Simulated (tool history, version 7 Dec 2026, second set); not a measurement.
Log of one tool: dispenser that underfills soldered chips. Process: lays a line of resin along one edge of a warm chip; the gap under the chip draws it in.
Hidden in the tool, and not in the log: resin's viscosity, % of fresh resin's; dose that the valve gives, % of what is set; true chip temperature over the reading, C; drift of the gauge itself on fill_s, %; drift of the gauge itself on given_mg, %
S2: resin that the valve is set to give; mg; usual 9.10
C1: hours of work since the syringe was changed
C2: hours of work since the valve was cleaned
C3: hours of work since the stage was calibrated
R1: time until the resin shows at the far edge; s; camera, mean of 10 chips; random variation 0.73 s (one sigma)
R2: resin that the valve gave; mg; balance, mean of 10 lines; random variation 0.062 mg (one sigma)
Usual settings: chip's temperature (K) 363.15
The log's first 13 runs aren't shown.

run 14 hour=69.3 | chip's_temperature_(K)=363.15 S2=9.10 | C1=5 C2=64 C3=223 | R1=93.1 R2=8.76
-- hour=70.2 new syringe of resin
run 15 hour=75.5 | chip's_temperature_(K)=363.15 S2=9.10 | C1=4 C2=69 C3=227 | R1=84.1 R2=8.67
-- hour=78.2 new syringe of resin
run 16 hour=82.2 | chip's_temperature_(K)=368.15 S2=9.10 | C1=3 C2=73 C3=232 | R1=70.6 R2=8.62
-- hour=86.6 new syringe of resin
run 17 hour=90.0 | chip's_temperature_(K)=370.15 S2=9.10 | C1=2 C2=79 C3=237 | R1=64.6 R2=8.52
-- hour=95.0 new syringe of resin
run 18 hour=95.2 | chip's_temperature_(K)=369.15 S2=9.10 | C1=0 C2=82 C3=241 | R1=59.5 R2=8.51
-- hour=97.4 dispensing valve cleaned and set on the balance
run 19 hour=100.4 | chip's_temperature_(K)=366.15 S2=9.10 | C1=3 C2=2 C3=244 | R1=76.1 R2=9.00
-- hour=104.1 new syringe of resin
run 20 hour=105.3 | chip's_temperature_(K)=373.15 S2=10.05 | C1=1 C2=6 C3=247 | R1=52.4 R2=9.97
run 21 hour=110.6 | chip's_temperature_(K)=365.15 S2=9.56 | C1=5 C2=9 C3=251 | R1=84.2 R2=9.42
-- hour=112.3 new syringe of resin
run 22 hour=117.1 | chip's_temperature_(K)=363.15 S2=9.32 | C1=3 C2=14 C3=256 | R1=82.9 R2=9.27
-- hour=120.3 new syringe of resin
run 23 hour=122.9 | chip's_temperature_(K)=363.15 S2=9.32 | C1=2 C2=18 C3=260 | R1=78.4 R2=9.21
-- hour=128.2 new syringe of resin
run 24 hour=129.2 | chip's_temperature_(K)=355.15 S2=11.74 | C1=1 C2=22 C3=264 | R1=93.6 R2=11.61
-- hour=136.4 new syringe of resin
run 25 hour=137.1 | chip's_temperature_(K)=355.15 S2=11.74 | C1=0 C2=28 C3=269 | R1=91.2 R2=11.39
run 26 hour=143.4 | chip's_temperature_(K)=366.15 S2=9.58 | C1=5 C2=32 C3=274 | R1=81.0 R2=9.31
-- hour=144.9 new syringe of resin
run 27 hour=147.8 | chip's_temperature_(K)=365.15 S2=9.49 | C1=2 C2=35 C3=277 | R1=71.7 R2=9.14
-- hour=152.9 new syringe of resin
run 28 hour=155.3 | chip's_temperature_(K)=360.15 S2=9.71 | C1=2 C2=40 C3=282 | R1=82.9 R2=9.41
-- hour=160.8 new syringe of resin
run 29 hour=163.2 | chip's_temperature_(K)=360.15 S2=9.71 | C1=2 C2=46 C3=288 | R1=84.7 R2=9.40
-- hour=169.0 new syringe of resin
run 30 hour=169.0 | chip's_temperature_(K)=360.15 S2=9.71 | C1=0 C2=50 C3=292 | R1=77.1 R2=9.40
run 31 hour=176.4 | chip's_temperature_(K)=360.15 S2=9.71 | C1=5 C2=55 C3=297 | R1=101.3 R2=9.28
-- hour=177.3 new syringe of resin
run 32 hour=181.5 | chip's_temperature_(K)=362.15 S2=11.56 | C1=3 C2=59 C3=300 | R1=82.6 R2=11.08
-- hour=185.8 new syringe of resin
run 33 hour=187.0 | chip's_temperature_(K)=361.15 S2=10.44 | C1=1 C2=62 C3=304 | R1=76.9 R2=10.00
-- hour=194.2 new syringe of resin
run 34 hour=194.4 | chip's_temperature_(K)=361.15 S2=10.44 | C1=0 C2=67 C3=309 | R1=76.4 R2=9.95
run 35 hour=200.7 | chip's_temperature_(K)=361.15 S2=10.44 | C1=5 C2=72 C3=314 | R1=97.1 R2=9.91
-- hour=202.7 new syringe of resin
run 36 hour=207.9 | chip's_temperature_(K)=361.15 S2=8.33 | C1=4 C2=77 C3=319 | R1=92.2 R2=7.87

3 ways to go on from here, each from the tool as it stands after run 36. What would each give?
-- hour=210.7 new syringe of resin
run A hour=212.4 | chip's_temperature_(K)=363.15 S2=8.81 | C1=1 C2=80 C3=322 | R1=? R2=?
-- hour=210.7 new syringe of resin
run B hour=212.4 | chip's_temperature_(K)=361.15 S2=10.43 | C1=1 C2=80 C3=322 | R1=? R2=?
-- hour=210.7 new syringe of resin
run C hour=212.4 | chip's_temperature_(K)=370.15 S2=8.36 | C1=1 C2=80 C3=322 | R1=? R2=?

run=A R1=77.2 R2=8.32
run=B R1=80.3 R2=9.73
run=C R1=62.2 R2=7.88
Without the tool's hidden state the same runs would have given:
run=A R1=67.4 R2=8.83
run=B R1=70.3 R2=10.33
run=C R1=54.2 R2=8.37
